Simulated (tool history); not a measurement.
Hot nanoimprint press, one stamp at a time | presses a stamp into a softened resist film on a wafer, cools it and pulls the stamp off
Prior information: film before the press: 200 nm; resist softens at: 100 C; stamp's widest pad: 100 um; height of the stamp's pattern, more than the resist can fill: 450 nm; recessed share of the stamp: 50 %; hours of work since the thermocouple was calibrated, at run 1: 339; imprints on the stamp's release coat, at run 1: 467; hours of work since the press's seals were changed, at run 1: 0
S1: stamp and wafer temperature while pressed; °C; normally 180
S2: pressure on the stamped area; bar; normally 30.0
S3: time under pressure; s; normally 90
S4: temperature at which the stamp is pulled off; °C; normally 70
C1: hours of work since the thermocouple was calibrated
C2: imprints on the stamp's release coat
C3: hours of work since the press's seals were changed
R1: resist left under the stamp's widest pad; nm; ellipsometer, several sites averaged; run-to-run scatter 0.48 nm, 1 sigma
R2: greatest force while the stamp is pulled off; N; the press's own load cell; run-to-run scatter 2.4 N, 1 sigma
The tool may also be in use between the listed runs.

| run | hour | S1 | S2 | S3 | S4 | C1 | C2 | C3 | R1 | R2 |
|---|---|---|---|---|---|---|---|---|---|---|
| 1 | 0.0 | 180 | 30.0 | 90 | 70 | 339 | 467 | 0 | 115.9 | 178 |
|  | 63.0 | plate thermocouple calibrated |
| 2 | 98.4 | 180 | 30.0 | 90 | 68 | 18 | 674 | 50 | 108.4 | 191 |
| 3 | 166.4 | 188 | 30.0 | 90 | 70 | 54 | 821 | 85 | 79.0 | 186 |
| 4 | 248.0 | 188 | 30.0 | 90 | 70 | 96 | 998 | 127 | 79.5 | 187 |
|  | 292.0 | stamp cleaned and given a new release coat |
| 5 | 310.4 | 188 | 30.0 | 90 | 76 | 126 | 40 | 157 | 79.6 | 126 |
| 6 | 354.2 | 180 | 30.0 | 90 | 70 | 148 | 135 | 180 | 111.2 | 160 |
| 7 | 401.0 | 180 | 30.0 | 90 | 60 | 173 | 236 | 204 | 111.1 | 209 |
| 8 | 463.1 | 190 | 30.0 | 90 | 70 | 205 | 371 | 236 | 74.9 | 169 |
| 9 | 534.1 | 180 | 24.0 | 90 | 70 | 242 | 525 | 273 | 123.7 | 174 |
| 10 | 594.7 | 180 | 30.0 | 90 | 63 | 273 | 656 | 305 | 114.5 | 216 |
| 11 | 693.5 | 179 | 37.4 | 90 | 69 | 325 | 870 | 356 | 109.1 | 193 |
| 12 | 763.4 | 179 | 37.4 | 90 | 69 | 361 | 1021 | 392 | 110.8 | 197 |
|  | 785.0 | plate thermocouple calibrated |
|  | 799.1 | stamp cleaned and given a new release coat |
| 13 | 863.9 | 187 | 30.0 | 99 | 73 | 38 | 141 | 440 | 78.8 | 139 |
| 14 | 927.2 | 176 | 30.0 | 165 | 69 | 71 | 278 | 473 | 105.6 | 167 |
| 15 | 998.1 | 180 | 30.0 | 107 | 68 | 108 | 431 | 510 | 104.6 | 180 |
| 16 | 1069.6 | 180 | 30.0 | 107 | 68 | 145 | 586 | 547 | 106.0 | 183 |
| 17 | 1157.0 | 180 | 38.4 | 139 | 69 | 190 | 775 | 592 | 87.6 | 189 |

Predict each of these 5 candidate next runs independently; none follows another, all start after run 17:
| A | 1254.0 | 180 | 19.9 | 48 | 62 | 241 | 985 | 643 | ? | ? |
| B | 1254.0 | 180 | 27.9 | 90 | 70 | 241 | 985 | 643 | ? | ? |
| C | 1254.0 | 180 | 45.4 | 96 | 69 | 241 | 985 | 643 | ? | ? |
| D | 1254.0 | 180 | 38.4 | 139 | 78 | 241 | 985 | 643 | ? | ? |
| E | 1254.0 | 180 | 38.4 | 95 | 61 | 241 | 985 | 643 | ? | ? |

| run | R1 | R2 |
|---|---|---|
| A | 152.1 | 237 |
| B | 116.8 | 192 |
| C | 95.5 | 198 |
| D | 88.2 | 150 |
| E | 102.0 | 248 |
With no hidden state in the tool, these same runs would have given:
| run | R1 | R2 |
|---|---|---|
| A | 147.2 | 185 |
| B | 110.8 | 149 |
| C | 89.1 | 154 |
| D | 82.3 | 116 |
| E | 95.7 | 194 |
